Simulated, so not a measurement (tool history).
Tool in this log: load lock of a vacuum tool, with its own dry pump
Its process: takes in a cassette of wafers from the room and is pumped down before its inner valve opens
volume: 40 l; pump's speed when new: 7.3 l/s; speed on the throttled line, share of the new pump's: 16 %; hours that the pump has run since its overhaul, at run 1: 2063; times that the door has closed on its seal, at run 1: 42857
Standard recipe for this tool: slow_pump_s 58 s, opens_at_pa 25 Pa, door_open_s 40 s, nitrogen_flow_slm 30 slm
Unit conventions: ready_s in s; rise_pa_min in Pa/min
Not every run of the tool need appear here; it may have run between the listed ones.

| run | hour | slow_pump_s | opens_at_pa | door_open_s | nitrogen_flow_slm | hours that the pump has run since its overhaul | times that the door has closed on its seal | incoming humidity of the room's air, % | ready_s | rise_pa_min |
|---|---|---|---|---|---|---|---|---|---|---|
| 1 | 0.0 | 58 | 25 | 40 | 30 | 2063 | 42857 | 45.6 | 96.1 | 0.180 |
| 2 | 178.9 | 58 | 25 | 40 | 30 | 2241 | 43734 | 43.8 | 95.5 | 0.169 |
| 3 | 329.0 | 58 | 25 | 40 | 30 | 2392 | 44470 | 44.9 | 94.6 | 0.185 |
| 4 | 470.7 | 58 | 25 | 38 | 30 | 2533 | 45165 | 46.2 | 96.1 | 0.187 |
| 5 | 557.1 | 58 | 25 | 38 | 30 | 2620 | 45589 | 46.1 | 94.8 | 0.193 |
| 6 | 699.7 | 58 | 25 | 40 | 16 | 2762 | 46288 | 47.3 | 95.9 | 0.202 |
| 7 | 825.4 | 58 | 25 | 40 | 16 | 2888 | 46904 | 43.2 | 94.9 | 0.198 |
| 8 | 1030.2 | 58 | 25 | 40 | 16 | 3093 | 47908 | 42.8 | 96.7 | 0.211 |
| 9 | 1136.5 | 58 | 25 | 40 | 16 | 3199 | 48429 | 44.3 | 96.2 | 0.210 |
| 10 | 1287.0 | 58 | 25 | 40 | 16 | 3350 | 49167 | 47.3 | 95.9 | 0.225 |
| 11 | 1413.8 | 58 | 33 | 40 | 30 | 3476 | 49790 | 48.9 | 94.5 | 0.222 |
| 12 | 1619.1 | 58 | 33 | 40 | 30 | 3682 | 50796 | 45.6 | 94.8 | 0.226 |
| 13 | 1778.7 | 58 | 25 | 40 | 30 | 3841 | 51579 | 45.0 | 95.7 | 0.239 |
| 14 | 1870.2 | 58 | 25 | 205 | 30 | 3933 | 52027 | 43.0 | 95.4 | 0.279 |
| 15 | 2047.0 | 58 | 25 | 205 | 30 | 4110 | 52894 | 48.3 | 97.3 | 0.289 |
| 16 | 2186.4 | 58 | 25 | 40 | 30 | 4249 | 53578 | 46.7 | 96.2 | 0.252 |
| 17 | 2306.7 | 58 | 25 | 40 | 30 | 4369 | 54168 | 45.4 | 96.1 | 0.254 |
|  | 2384.6 | door's seal changed, seat wiped |
| 18 | 2487.2 | 58 | 25 | 40 | 30 | 4548 | 503 | 45.5 | 96.3 | 0.023 |
| 19 | 2691.0 | 58 | 38 | 40 | 30 | 4752 | 1503 | 45.4 | 94.2 | 0.020 |
| 20 | 2881.8 | 44 | 38 | 40 | 32 | 4943 | 2438 | 47.3 | 82.4 | 0.021 |
| 21 | 3061.2 | 44 | 38 | 40 | 32 | 5122 | 3318 | 46.0 | 82.3 | 0.031 |
| 22 | 3226.8 | 32 | 23 | 54 | 9 | 5288 | 4130 | 47.6 | 74.9 | 0.046 |
| 23 | 3383.1 | 32 | 23 | 54 | 9 | 5444 | 4896 | 42.9 | 74.7 | 0.051 |
| 24 | 3558.9 | 68 | 33 | 45 | 12 | 5620 | 5759 | 44.7 | 103.4 | 0.045 |
| 25 | 3733.0 | 58 | 21 | 40 | 30 | 5794 | 6612 | 42.2 | 98.3 | 0.033 |
| 26 | 3873.0 | 58 | 21 | 40 | 30 | 5934 | 7299 | 45.1 | 97.6 | 0.029 |
| 27 | 4001.3 | 58 | 35 | 40 | 7 | 6062 | 7928 | 45.7 | 94.6 | 0.047 |
| 28 | 4097.9 | 58 | 35 | 40 | 7 | 6159 | 8402 | 46.2 | 95.2 | 0.048 |
| 29 | 4248.3 | 82 | 35 | 40 | 19 | 6309 | 9139 | 43.9 | 114.7 | 0.039 |
| 30 | 4385.0 | 83 | 25 | 40 | 30 | 6446 | 9809 | 45.9 | 118.5 | 0.037 |
| 31 | 4532.8 | 39 | 25 | 139 | 24 | 6594 | 10534 | 46.0 | 81.4 | 0.079 |
| 32 | 4744.1 | 72 | 33 | 40 | 30 | 6805 | 11570 | 47.8 | 107.0 | 0.045 |
| 33 | 4846.6 | 48 | 25 | 40 | 12 | 6908 | 12073 | 43.0 | 89.3 | 0.062 |
| 34 | 5025.2 | 48 | 25 | 180 | 12 | 7086 | 12949 | 44.2 | 89.9 | 0.115 |
| 35 | 5141.0 | 58 | 26 | 68 | 30 | 7202 | 13517 | 45.3 | 97.9 | 0.063 |
| 36 | 5278.0 | 34 | 22 | 40 | 30 | 7339 | 14188 | 45.6 | 78.7 | 0.052 |
| 37 | 5371.0 | 49 | 38 | 64 | 15 | 7432 | 14644 | 44.1 | 87.4 | 0.078 |
| 38 | 5578.0 | 58 | 25 | 40 | 11 | 7639 | 15659 | 40.6 | 97.8 | 0.061 |

What if the next run were any one of these 3? Each begins from the tool's condition after run 38:
| A | 5788.9 | 35 | 25 | 38 | 37 | 7850 | 16693 | 46.3 | ? | ? |
| B | 5788.9 | 51 | 25 | 120 | 11 | 7850 | 16693 | 42.5 | ? | ? |
| C | 5788.9 | 58 | 25 | 40 | 10 | 7850 | 16693 | 41.6 | ? | ? |

| run | ready_s | rise_pa_min |
|---|---|---|
| A | 79.3 | 0.051 |
| B | 91.7 | 0.108 |
| C | 99.6 | 0.068 |
Without the tool's hidden state the same runs would have given:
| run | ready_s | rise_pa_min |
|---|---|---|
| A | 75.3 | 0.012 |
| B | 87.9 | 0.067 |
| C | 95.9 | 0.028 |
